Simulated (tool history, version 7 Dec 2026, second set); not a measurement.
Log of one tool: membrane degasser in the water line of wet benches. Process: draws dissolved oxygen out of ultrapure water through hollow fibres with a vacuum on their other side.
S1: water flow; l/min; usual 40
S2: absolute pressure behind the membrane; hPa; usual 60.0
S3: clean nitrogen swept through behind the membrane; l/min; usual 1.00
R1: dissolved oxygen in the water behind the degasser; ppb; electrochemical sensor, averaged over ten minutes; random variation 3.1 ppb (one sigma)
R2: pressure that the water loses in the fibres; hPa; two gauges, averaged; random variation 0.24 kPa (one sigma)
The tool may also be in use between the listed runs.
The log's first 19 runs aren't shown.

Run 20, hour 3459.6: usual settings but S1 48 l/min, S2 53.3 hPa, S3 2.67 l/min. Result: R1 238.5 ppb, R2 744.2 hPa.
Run 21, hour 3697.5: usual settings but S1 29 l/min, S2 36.9 hPa, S3 0.93 l/min. Result: R1 65.1 ppb, R2 450.7 hPa.
Run 22, hour 3894.9: usual settings but S1 25 l/min, S3 2.21 l/min. Result: R1 92.5 ppb, R2 388.1 hPa.
Run 23, hour 4108.2: usual settings but S1 48 l/min, S2 61.5 hPa, S3 0.42 l/min. Result: R1 618.3 ppb, R2 744.5 hPa.
Run 24, hour 4342.4: usual settings but S1 48 l/min, S2 61.5 hPa, S3 0.42 l/min. Result: R1 615.4 ppb, R2 746.7 hPa.
At hour 4404.2: seals of the vacuum lines changed.
Run 25, hour 4609.8: usual settings but S1 24 l/min, S2 40.4 hPa, S3 0.42 l/min. Result: R1 103.8 ppb, R2 371.4 hPa.
Run 26, hour 4827.9: usual settings but S1 24 l/min, S2 40.4 hPa, S3 0.42 l/min. Result: R1 104.5 ppb, R2 365.3 hPa.
Run 27, hour 4982.6: usual settings but S1 24 l/min, S2 40.4 hPa, S3 0.42 l/min. Result: R1 102.5 ppb, R2 371.2 hPa.
Run 28, hour 5114.4: usual settings but S2 137.7 hPa, S3 2.33 l/min. Result: R1 484.9 ppb, R2 617.6 hPa.
Run 29, hour 5315.3: usual settings but S2 48.8 hPa, S3 1.59 l/min. Result: R1 185.9 ppb, R2 620.5 hPa.
Run 30, hour 5532.8: usual settings but S1 35 l/min, S2 68.3 hPa, S3 1.75 l/min. Result: R1 219.8 ppb, R2 541.4 hPa.
Run 31, hour 5709.0: usual settings but S1 35 l/min, S2 68.3 hPa, S3 1.75 l/min. Result: R1 221.1 ppb, R2 539.2 hPa.

5 ways to go on from here, each from the tool as it stands after run 31. What would each give?
Run A, hour 5915.8: usual settings but S1 27 l/min, S2 68.3 hPa, S3 1.75 l/min. Result: R1 ?, R2 ?.
Run B, hour 5915.8: usual settings but S1 26 l/min, S2 61.4 hPa, S3 0.87 l/min. Result: R1 ?, R2 ?.
Run C, hour 5915.8: usual settings but S1 35 l/min, S2 100.8 hPa, S3 0.41 l/min. Result: R1 ?, R2 ?.
Run D, hour 5915.8: usual settings but S1 35 l/min, S2 118.6 hPa, S3 1.75 l/min. Result: R1 ?, R2 ?.
Run E, hour 5915.8: usual settings but S1 49 l/min, S2 61.5 hPa, S3 1.34 l/min. Result: R1 ?, R2 ?.

run     R1     R2
  A  150.2  415.1
  B  205.9  403.1
  C  945.2  537.2
  D  429.5  542.7
  E  382.9  755.4
Without the tool's hidden state the same runs would have given:
run     R1     R2
  A  149.9  421.1
  B  205.4  408.9
  C  944.3  544.9
  D  429.0  550.5
  E  381.9  766.3

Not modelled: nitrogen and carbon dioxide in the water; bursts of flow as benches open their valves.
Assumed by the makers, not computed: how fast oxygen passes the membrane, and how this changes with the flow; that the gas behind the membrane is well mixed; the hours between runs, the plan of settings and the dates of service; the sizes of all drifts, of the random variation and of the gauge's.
